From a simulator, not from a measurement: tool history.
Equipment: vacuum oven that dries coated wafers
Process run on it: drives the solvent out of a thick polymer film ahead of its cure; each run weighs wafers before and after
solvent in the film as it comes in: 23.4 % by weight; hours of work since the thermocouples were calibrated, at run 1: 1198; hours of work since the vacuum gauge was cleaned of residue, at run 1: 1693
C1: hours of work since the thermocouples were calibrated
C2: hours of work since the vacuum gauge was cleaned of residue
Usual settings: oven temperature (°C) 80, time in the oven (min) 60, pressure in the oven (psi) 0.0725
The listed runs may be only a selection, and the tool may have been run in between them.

{"run": 1, "day": 0.0, "oven temperature (°C)": 80, "time in the oven (min)": 60, "pressure in the oven (psi)": 0.0725, "C1": 1198, "C2": 1693, "solvent left in the film (%)": 3.05}
{"run": 2, "day": 1.483, "oven temperature (°C)": 80, "time in the oven (min)": 60, "pressure in the oven (psi)": 0.0821, "C1": 1221, "C2": 1717, "solvent left in the film (%)": 3.18}
{"run": 3, "day": 3.054, "oven temperature (°C)": 80, "time in the oven (min)": 60, "pressure in the oven (psi)": 0.0821, "C1": 1247, "C2": 1742, "solvent left in the film (%)": 3.19}
{"day": 3.525, "done": "oven's thermocouples calibrated"}
{"run": 4, "day": 6.092, "oven temperature (°C)": 80, "time in the oven (min)": 80, "pressure in the oven (psi)": 0.0725, "C1": 41, "C2": 1790, "solvent left in the film (%)": 1.54}
{"run": 5, "day": 8.938, "oven temperature (°C)": 80, "time in the oven (min)": 80, "pressure in the oven (psi)": 0.0725, "C1": 87, "C2": 1836, "solvent left in the film (%)": 1.66}
{"run": 6, "day": 11.55, "oven temperature (°C)": 80, "time in the oven (min)": 80, "pressure in the oven (psi)": 0.0725, "C1": 129, "C2": 1878, "solvent left in the film (%)": 1.62}
{"run": 7, "day": 13.096, "oven temperature (°C)": 80, "time in the oven (min)": 80, "pressure in the oven (psi)": 0.0725, "C1": 154, "C2": 1903, "solvent left in the film (%)": 1.69}
{"run": 8, "day": 14.896, "oven temperature (°C)": 80, "time in the oven (min)": 60, "pressure in the oven (psi)": 0.1015, "C1": 183, "C2": 1931, "solvent left in the film (%)": 2.74}
{"run": 9, "day": 16.612, "oven temperature (°C)": 93, "time in the oven (min)": 60, "pressure in the oven (psi)": 0.0725, "C1": 211, "C2": 1959, "solvent left in the film (%)": 0.59}
{"run": 10, "day": 19.042, "oven temperature (°C)": 93, "time in the oven (min)": 60, "pressure in the oven (psi)": 0.0725, "C1": 250, "C2": 1998, "solvent left in the film (%)": 0.65}
{"run": 11, "day": 21.588, "oven temperature (°C)": 93, "time in the oven (min)": 60, "pressure in the oven (psi)": 0.0725, "C1": 291, "C2": 2039, "solvent left in the film (%)": 0.74}
{"run": 12, "day": 23.35, "oven temperature (°C)": 93, "time in the oven (min)": 60, "pressure in the oven (psi)": 0.0725, "C1": 319, "C2": 2067, "solvent left in the film (%)": 0.71}
{"run": 13, "day": 25.35, "oven temperature (°C)": 70, "time in the oven (min)": 60, "pressure in the oven (psi)": 0.0725, "C1": 351, "C2": 2100, "solvent left in the film (%)": 6.12}
{"day": 25.638, "done": "vacuum gauge cleaned of residue and calibrated"}
{"run": 14, "day": 27.308, "oven temperature (°C)": 70, "time in the oven (min)": 60, "pressure in the oven (psi)": 0.0725, "C1": 382, "C2": 27, "solvent left in the film (%)": 6.2}
{"run": 15, "day": 29.575, "oven temperature (°C)": 70, "time in the oven (min)": 60, "pressure in the oven (psi)": 0.0725, "C1": 418, "C2": 63, "solvent left in the film (%)": 6.33}
{"run": 16, "day": 30.779, "oven temperature (°C)": 70, "time in the oven (min)": 60, "pressure in the oven (psi)": 0.0725, "C1": 437, "C2": 83, "solvent left in the film (%)": 6.37}
{"run": 17, "day": 33.408, "oven temperature (°C)": 70, "time in the oven (min)": 60, "pressure in the oven (psi)": 0.0725, "C1": 480, "C2": 125, "solvent left in the film (%)": 6.36}
{"run": 18, "day": 35.804, "oven temperature (°C)": 80, "time in the oven (min)": 71, "pressure in the oven (psi)": 0.0725, "C1": 518, "C2": 164, "solvent left in the film (%)": 2.28}
{"run": 19, "day": 37.221, "oven temperature (°C)": 80, "time in the oven (min)": 60, "pressure in the oven (psi)": 0.0725, "C1": 541, "C2": 186, "solvent left in the film (%)": 2.93}
{"day": 39.642, "done": "vacuum gauge cleaned of residue and calibrated, once more"}
{"run": 20, "day": 39.742, "oven temperature (°C)": 80, "time in the oven (min)": 60, "pressure in the oven (psi)": 0.0725, "C1": 581, "C2": 2, "solvent left in the film (%)": 2.52}
{"run": 21, "day": 42.3, "oven temperature (°C)": 80, "time in the oven (min)": 60, "pressure in the oven (psi)": 0.0725, "C1": 622, "C2": 43, "solvent left in the film (%)": 2.43}
{"run": 22, "day": 44.771, "oven temperature (°C)": 80, "time in the oven (min)": 60, "pressure in the oven (psi)": 0.0725, "C1": 661, "C2": 82, "solvent left in the film (%)": 2.52}
{"run": 23, "day": 46.892, "oven temperature (°C)": 80, "time in the oven (min)": 60, "pressure in the oven (psi)": 0.0725, "C1": 696, "C2": 117, "solvent left in the film (%)": 2.53}
{"run": 24, "day": 48.438, "oven temperature (°C)": 81, "time in the oven (min)": 88, "pressure in the oven (psi)": 0.0725, "C1": 720, "C2": 141, "solvent left in the film (%)": 1.03}
{"run": 25, "day": 50.7, "oven temperature (°C)": 93, "time in the oven (min)": 34, "pressure in the oven (psi)": 0.2515, "C1": 757, "C2": 178, "solvent left in the film (%)": 2.39}
{"run": 26, "day": 52.933, "oven temperature (°C)": 70, "time in the oven (min)": 35, "pressure in the oven (psi)": 0.1052, "C1": 793, "C2": 214, "solvent left in the film (%)": 9.58}
{"run": 27, "day": 54.867, "oven temperature (°C)": 80, "time in the oven (min)": 43, "pressure in the oven (psi)": 0.1134, "C1": 824, "C2": 245, "solvent left in the film (%)": 4.55}
{"run": 28, "day": 56.267, "oven temperature (°C)": 84, "time in the oven (min)": 45, "pressure in the oven (psi)": 0.054, "C1": 846, "C2": 267, "solvent left in the film (%)": 2.89}
{"run": 29, "day": 58.079, "oven temperature (°C)": 84, "time in the oven (min)": 45, "pressure in the oven (psi)": 0.054, "C1": 876, "C2": 297, "solvent left in the film (%)": 2.85}
{"run": 30, "day": 59.808, "oven temperature (°C)": 80, "time in the oven (min)": 81, "pressure in the oven (psi)": 0.0725, "C1": 903, "C2": 324, "solvent left in the film (%)": 1.48}
{"run": 31, "day": 61.912, "oven temperature (°C)": 80, "time in the oven (min)": 81, "pressure in the oven (psi)": 0.0725, "C1": 937, "C2": 358, "solvent left in the film (%)": 1.49}
{"run": 32, "day": 64.629, "oven temperature (°C)": 80, "time in the oven (min)": 43, "pressure in the oven (psi)": 0.0424, "C1": 981, "C2": 402, "solvent left in the film (%)": 4.4}
{"run": 33, "day": 66.479, "oven temperature (°C)": 83, "time in the oven (min)": 44, "pressure in the oven (psi)": 0.0817, "C1": 1011, "C2": 432, "solvent left in the film (%)": 3.47}
{"run": 34, "day": 68.183, "oven temperature (°C)": 83, "time in the oven (min)": 44, "pressure in the oven (psi)": 0.0817, "C1": 1038, "C2": 459, "solvent left in the film (%)": 3.41}
{"run": 35, "day": 70.929, "oven temperature (°C)": 80, "time in the oven (min)": 32, "pressure in the oven (psi)": 0.0725, "C1": 1082, "C2": 503, "solvent left in the film (%)": 6.42}
{"run": 36, "day": 73.092, "oven temperature (°C)": 86, "time in the oven (min)": 70, "pressure in the oven (psi)": 0.1136, "C1": 1117, "C2": 538, "solvent left in the film (%)": 1.21}
{"run": 37, "day": 75.062, "oven temperature (°C)": 86, "time in the oven (min)": 33, "pressure in the oven (psi)": 0.1374, "C1": 1149, "C2": 570, "solvent left in the film (%)": 4.43}
{"run": 38, "day": 77.404, "oven temperature (°C)": 80, "time in the oven (min)": 60, "pressure in the oven (psi)": 0.15, "C1": 1186, "C2": 607, "solvent left in the film (%)": 3.24}
{"run": 39, "day": 79.462, "oven temperature (°C)": 94, "time in the oven (min)": 63, "pressure in the oven (psi)": 0.2366, "C1": 1220, "C2": 641, "solvent left in the film (%)": 1.09}
{"run": 40, "day": 81.379, "oven temperature (°C)": 94, "time in the oven (min)": 63, "pressure in the oven (psi)": 0.2366, "C1": 1250, "C2": 671, "solvent left in the film (%)": 0.98}
{"day": 81.604, "done": "oven's thermocouples calibrated"}
{"run": 41, "day": 83.917, "oven temperature (°C)": 78, "time in the oven (min)": 84, "pressure in the oven (psi)": 0.0479, "C1": 37, "C2": 711, "solvent left in the film (%)": 1.6}
{"run": 42, "day": 86.129, "oven temperature (°C)": 78, "time in the oven (min)": 84, "pressure in the oven (psi)": 0.0479, "C1": 73, "C2": 746, "solvent left in the film (%)": 1.61}
{"run": 43, "day": 88.333, "oven temperature (°C)": 84, "time in the oven (min)": 60, "pressure in the oven (psi)": 0.2163, "C1": 108, "C2": 782, "solvent left in the film (%)": 2.26}
{"run": 44, "day": 90.338, "oven temperature (°C)": 67, "time in the oven (min)": 36, "pressure in the oven (psi)": 0.2163, "C1": 140, "C2": 814, "solvent left in the film (%)": 11.04}
{"run": 45, "day": 91.608, "oven temperature (°C)": 66, "time in the oven (min)": 82, "pressure in the oven (psi)": 0.2163, "C1": 161, "C2": 835, "solvent left in the film (%)": 6.48}
{"run": 46, "day": 94.438, "oven temperature (°C)": 66, "time in the oven (min)": 82, "pressure in the oven (psi)": 0.2163, "C1": 206, "C2": 880, "solvent left in the film (%)": 6.64}

What would each run have given without the hidden state, its run-to-run variation left as it was?
Hidden state at play: true wafer temperature over the reading, C; true pressure over the reading, kPa; drift of the gauge itself on solvent_pct, %.
run=1 solvent_left_in_the_film_(%)=2.35
run=2 solvent_left_in_the_film_(%)=2.46
run=3 solvent_left_in_the_film_(%)=2.45
run=4 solvent_left_in_the_film_(%)=1.24
run=5 solvent_left_in_the_film_(%)=1.35
run=6 solvent_left_in_the_film_(%)=1.29
run=7 solvent_left_in_the_film_(%)=1.35
run=8 solvent_left_in_the_film_(%)=2.41
run=9 solvent_left_in_the_film_(%)=0.37
run=10 solvent_left_in_the_film_(%)=0.42
run=11 solvent_left_in_the_film_(%)=0.50
run=12 solvent_left_in_the_film_(%)=0.47
run=13 solvent_left_in_the_film_(%)=5.57
run=14 solvent_left_in_the_film_(%)=5.49
run=15 solvent_left_in_the_film_(%)=5.59
run=16 solvent_left_in_the_film_(%)=5.62
run=17 solvent_left_in_the_film_(%)=5.57
run=18 solvent_left_in_the_film_(%)=1.66
run=19 solvent_left_in_the_film_(%)=2.31
run=20 solvent_left_in_the_film_(%)=2.40
run=21 solvent_left_in_the_film_(%)=2.29
run=22 solvent_left_in_the_film_(%)=2.36
run=23 solvent_left_in_the_film_(%)=2.36
run=24 solvent_left_in_the_film_(%)=0.92
run=25 solvent_left_in_the_film_(%)=2.23
run=26 solvent_left_in_the_film_(%)=9.27
run=27 solvent_left_in_the_film_(%)=4.26
run=28 solvent_left_in_the_film_(%)=2.64
run=29 solvent_left_in_the_film_(%)=2.59
run=30 solvent_left_in_the_film_(%)=1.28
run=31 solvent_left_in_the_film_(%)=1.27
run=32 solvent_left_in_the_film_(%)=4.02
run=33 solvent_left_in_the_film_(%)=3.12
run=34 solvent_left_in_the_film_(%)=3.05
run=35 solvent_left_in_the_film_(%)=5.96
run=36 solvent_left_in_the_film_(%)=0.99
run=37 solvent_left_in_the_film_(%)=4.00
run=38 solvent_left_in_the_film_(%)=2.82
run=39 solvent_left_in_the_film_(%)=0.94
run=40 solvent_left_in_the_film_(%)=0.82
run=41 solvent_left_in_the_film_(%)=1.43
run=42 solvent_left_in_the_film_(%)=1.41
run=43 solvent_left_in_the_film_(%)=2.08
run=44 solvent_left_in_the_film_(%)=10.77
run=45 solvent_left_in_the_film_(%)=6.11
run=46 solvent_left_in_the_film_(%)=6.22
